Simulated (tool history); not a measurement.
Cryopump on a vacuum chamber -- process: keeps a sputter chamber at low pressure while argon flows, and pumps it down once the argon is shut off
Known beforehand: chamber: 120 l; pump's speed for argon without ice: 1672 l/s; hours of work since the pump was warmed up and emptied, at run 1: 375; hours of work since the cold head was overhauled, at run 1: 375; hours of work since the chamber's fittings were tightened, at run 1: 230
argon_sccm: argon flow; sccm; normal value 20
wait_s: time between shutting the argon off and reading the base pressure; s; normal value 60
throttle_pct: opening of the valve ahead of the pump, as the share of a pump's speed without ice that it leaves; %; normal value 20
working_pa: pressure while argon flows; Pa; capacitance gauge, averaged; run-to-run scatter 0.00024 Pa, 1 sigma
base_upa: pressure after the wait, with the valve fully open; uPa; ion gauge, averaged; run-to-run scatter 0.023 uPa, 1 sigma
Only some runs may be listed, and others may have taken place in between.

run	hour	argon_sccm	wait_s	throttle_pct	hours of work since the pump was warmed up and emptied	hours of work since the cold head was overhauled	hours of work since the chamber's fittings were tightened	working_pa	base_upa
1	0.0	20	60	20	375	375	230	0.1023	1.25
2	16.4	20	60	20	386	386	241	0.1025	1.27
3	27.6	20	60	56	393	393	248	0.0373	1.26
4	36.6	20	60	56	399	399	254	0.0374	1.28
5	50.1	20	60	56	408	408	262	0.0374	1.31
6	58.2	20	60	56	413	413	268	0.0380	1.28
7	67.3	20	60	56	419	419	274	0.0373	1.32
8	77.3	12	60	56	426	426	280	0.0223	1.35
9	86.0	12	60	31	431	431	286	0.0398	1.32
10	100.5	12	60	31	441	441	295	0.0402	1.34
11	113.2	12	60	31	449	449	304	0.0403	1.34
12	129.4	12	60	31	460	460	314	0.0404	1.32
13	141.6	15	60	31	468	468	322	0.0503	1.43
14	154.3	15	60	31	476	476	330	0.0502	1.44
15	169.2	20	60	20	486	486	340	0.1028	1.48
16	182.7	20	60	20	494	494	349	0.1028	1.45
17	194.0	20	60	20	502	502	356	0.1030	1.42
18	205.0	20	60	49	509	509	363	0.0431	1.52
19	216.1	20	25	57	516	516	371	0.0369	2.32
20	225.8	14	67	20	522	522	377	0.0722	1.46
21	240.2	14	67	20	532	532	386	0.0716	1.44
22	253.9	22	149	20	541	541	395	0.1129	1.23
23	264.4	37	60	39	548	548	402	0.0995	1.56
24	275.3	37	60	39	555	555	409	0.0993	1.55
25	286.1	20	169	20	562	562	416	0.1028	1.22
26	297.1	26	136	41	569	569	423	0.0665	1.30
27	304.6	19	67	41	574	574	428	0.0486	1.59
28	312.4	19	67	41	579	579	433	0.0487	1.52
29	328.2	19	67	41	589	589	444	0.0486	1.56
30	334.9	20	42	41	594	594	448	0.0513	1.85
31	342.6	28	138	41	599	599	453	0.0721	1.33
32	358.8	11	62	20	609	609	464	0.0566	1.68
33	372.3	18	62	20	618	618	472	0.0928	1.72

Here are 3 independent what-if runs from the current tool condition. What would each one return?
A	385.7	35	62	31	627	627	481	?	?
B	385.7	18	212	47	627	627	481	?	?
C	385.7	13	143	20	627	627	481	?	?

run	working_pa	base_upa
A	0.1178	1.69
B	0.0407	1.25
C	0.0666	1.35
Without the tool's hidden state the same runs would have given:
run	working_pa	base_upa
A	0.1142	0.73
B	0.0388	0.33
C	0.0652	0.40

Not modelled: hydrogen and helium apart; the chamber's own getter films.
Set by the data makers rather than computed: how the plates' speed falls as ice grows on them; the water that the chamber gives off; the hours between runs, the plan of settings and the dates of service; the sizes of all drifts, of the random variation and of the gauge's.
